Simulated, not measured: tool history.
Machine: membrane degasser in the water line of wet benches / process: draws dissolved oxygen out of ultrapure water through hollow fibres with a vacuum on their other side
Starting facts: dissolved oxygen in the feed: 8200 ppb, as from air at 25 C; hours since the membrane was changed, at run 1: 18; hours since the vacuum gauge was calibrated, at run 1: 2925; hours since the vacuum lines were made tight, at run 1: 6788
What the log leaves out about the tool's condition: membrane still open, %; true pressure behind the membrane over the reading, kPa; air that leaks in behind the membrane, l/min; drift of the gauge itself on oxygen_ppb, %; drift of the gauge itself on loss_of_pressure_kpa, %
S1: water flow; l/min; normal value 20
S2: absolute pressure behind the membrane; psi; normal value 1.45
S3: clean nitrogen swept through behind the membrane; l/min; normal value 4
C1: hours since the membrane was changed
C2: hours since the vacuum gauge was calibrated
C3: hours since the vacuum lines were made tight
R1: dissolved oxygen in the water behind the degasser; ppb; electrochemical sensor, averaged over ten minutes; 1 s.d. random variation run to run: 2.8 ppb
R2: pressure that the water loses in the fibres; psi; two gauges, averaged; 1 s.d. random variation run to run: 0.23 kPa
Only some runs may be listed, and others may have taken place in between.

Run 1, hour 0: usual settings; C1 18; C2 2925; C3 6788. Result: R1 275.2 ppb, R2 8.601 psi.
Run 2, hour 145.5: usual settings but S2 0.93 psi; C1 163; C2 3071; C3 6934. Result: R1 234.1 ppb, R2 8.628 psi.
Run 3, hour 279.9: usual settings; C1 297; C2 3205; C3 7068. Result: R1 277.6 ppb, R2 8.592 psi.
Run 4, hour 362.2: usual settings; C1 380; C2 3287; C3 7150. Result: R1 277.2 ppb, R2 8.653 psi.
Run 5, hour 468.3: usual settings; C1 486; C2 3394; C3 7257. Result: R1 267.1 ppb, R2 8.575 psi.
Run 6, hour 551: usual settings; C1 569; C2 3476; C3 7339. Result: R1 274.7 ppb, R2 8.654 psi.
At hour 694.9: seals of the vacuum lines changed.
Run 7, hour 703.7: usual settings; C1 719; C2 3627; C3 9. Result: R1 270.7 ppb, R2 8.579 psi.
Run 8, hour 828.8: usual settings; C1 844; C2 3752; C3 134. Result: R1 272.8 ppb, R2 8.567 psi.
Run 9, hour 965.4: usual settings; C1 981; C2 3889; C3 271. Result: R1 277.9 ppb, R2 8.567 psi.
Run 10, hour 1074.2: usual settings; C1 1090; C2 3997; C3 379. Result: R1 272.3 ppb, R2 8.62 psi.
Run 11, hour 1167.8: usual settings; C1 1183; C2 4091; C3 473. Result: R1 278 ppb, R2 8.55 psi.
Run 12, hour 1243.2: usual settings; C1 1259; C2 4166; C3 548. Result: R1 271.7 ppb, R2 8.553 psi.
Run 13, hour 1373.8: usual settings; C1 1389; C2 4297; C3 679. Result: R1 272.6 ppb, R2 8.54 psi.
Run 14, hour 1509: usual settings; C1 1525; C2 4432; C3 814. Result: R1 273.1 ppb, R2 8.527 psi.
Run 15, hour 1645.7: usual settings but S2 1.61 psi; C1 1661; C2 4569; C3 951. Result: R1 285.5 ppb, R2 8.525 psi.
Run 16, hour 1732.2: usual settings but S2 1.61 psi; C1 1748; C2 4656; C3 1037. Result: R1 289.7 ppb, R2 8.521 psi.
Run 17, hour 1869.1: usual settings but S2 1.61 psi; C1 1885; C2 4792; C3 1174. Result: R1 290 ppb, R2 8.457 psi.
Run 18, hour 1939.3: usual settings but S1 27 l/min, S2 1.2 psi, S3 6.28 l/min; C1 1955; C2 4863; C3 1244. Result: R1 390.3 ppb, R2 11.454 psi.
Run 19, hour 2036: usual settings but S1 27 l/min, S2 1.2 psi, S3 6.28 l/min; C1 2052; C2 4959; C3 1341. Result: R1 392.9 ppb, R2 11.419 psi.
Run 20, hour 2174.8: usual settings but S2 1.67 psi; C1 2190; C2 5098; C3 1480. Result: R1 292.4 ppb, R2 8.463 psi.
Run 21, hour 2270.5: usual settings but S2 1.67 psi; C1 2286; C2 5194; C3 1576. Result: R1 293 ppb, R2 8.514 psi.
Run 22, hour 2383.5: usual settings but S1 21 l/min, S2 1.68 psi; C1 2399; C2 5307; C3 1689. Result: R1 317.4 ppb, R2 8.884 psi.
Run 23, hour 2489.7: usual settings but S1 21 l/min, S2 1.68 psi; C1 2505; C2 5413; C3 1795. Result: R1 312.4 ppb, R2 8.956 psi.
Run 24, hour 2569.1: usual settings but S1 15 l/min, S2 1.71 psi, S3 11.2 l/min; C1 2585; C2 5492; C3 1874. Result: R1 133.9 ppb, R2 6.342 psi.
Run 25, hour 2664.5: usual settings; C1 2680; C2 5588; C3 1970. Result: R1 277.6 ppb, R2 8.424 psi.
Run 26, hour 2731.9: usual settings; C1 2747; C2 5655; C3 2037. Result: R1 276.8 ppb, R2 8.477 psi.
Run 27, hour 2798.5: usual settings but S1 15 l/min, S2 2.03 psi, S3 5.99 l/min; C1 2814; C2 5722; C3 2104. Result: R1 169.5 ppb, R2 6.338 psi.
Run 28, hour 2910.2: usual settings but S1 18 l/min, S2 1.44 psi, S3 3.39 l/min; C1 2926; C2 5834; C3 2215. Result: R1 237.5 ppb, R2 7.52 psi.
Run 29, hour 2999.9: usual settings but S1 24 l/min, S2 1.23 psi, S3 2.3 l/min; C1 3015; C2 5923; C3 2305. Result: R1 398.9 ppb, R2 10.177 psi.
Run 30, hour 3063.2: usual settings but S1 17 l/min, S2 3.05 psi; C1 3079; C2 5986; C3 2368. Result: R1 318.5 ppb, R2 7.171 psi.
Run 31, hour 3160.4: usual settings but S2 1.55 psi; C1 3176; C2 6084; C3 2466. Result: R1 281.9 ppb, R2 8.431 psi.
Run 32, hour 3228.4: usual settings but S1 24 l/min; C1 3244; C2 6152; C3 2533. Result: R1 371.6 ppb, R2 10.045 psi.

4 ways to go on from here, each from the tool as it stands after run 32. What would each give?
Run A, hour 3352.5: usual settings but S1 24 l/min, S2 1.17 psi, S3 11.4 l/min; C1 3368; C2 6276; C3 2658. Result: R1 ?, R2 ?.
Run B, hour 3352.5: usual settings but S1 28 l/min, S2 1.71 psi, S3 6.45 l/min; C1 3368; C2 6276; C3 2658. Result: R1 ?, R2 ?.
Run C, hour 3352.5: usual settings but S1 17 l/min, S2 1 psi, S3 10.01 l/min; C1 3368; C2 6276; C3 2658. Result: R1 ?, R2 ?.
Run D, hour 3352.5: usual settings but S1 26 l/min, S2 1.9 psi, S3 6.54 l/min; C1 3368; C2 6276; C3 2658. Result: R1 ?, R2 ?.

run     R1      R2
  A    302    10.1
  B  448.8   11.77
  C  156.6   7.107
  D  410.7  10.905
With no hidden state in the tool, these same runs would have given:
run     R1      R2
  A  301.7  10.351
  B  448.5  12.061
  C  156.4   7.284
  D  410.4  11.175

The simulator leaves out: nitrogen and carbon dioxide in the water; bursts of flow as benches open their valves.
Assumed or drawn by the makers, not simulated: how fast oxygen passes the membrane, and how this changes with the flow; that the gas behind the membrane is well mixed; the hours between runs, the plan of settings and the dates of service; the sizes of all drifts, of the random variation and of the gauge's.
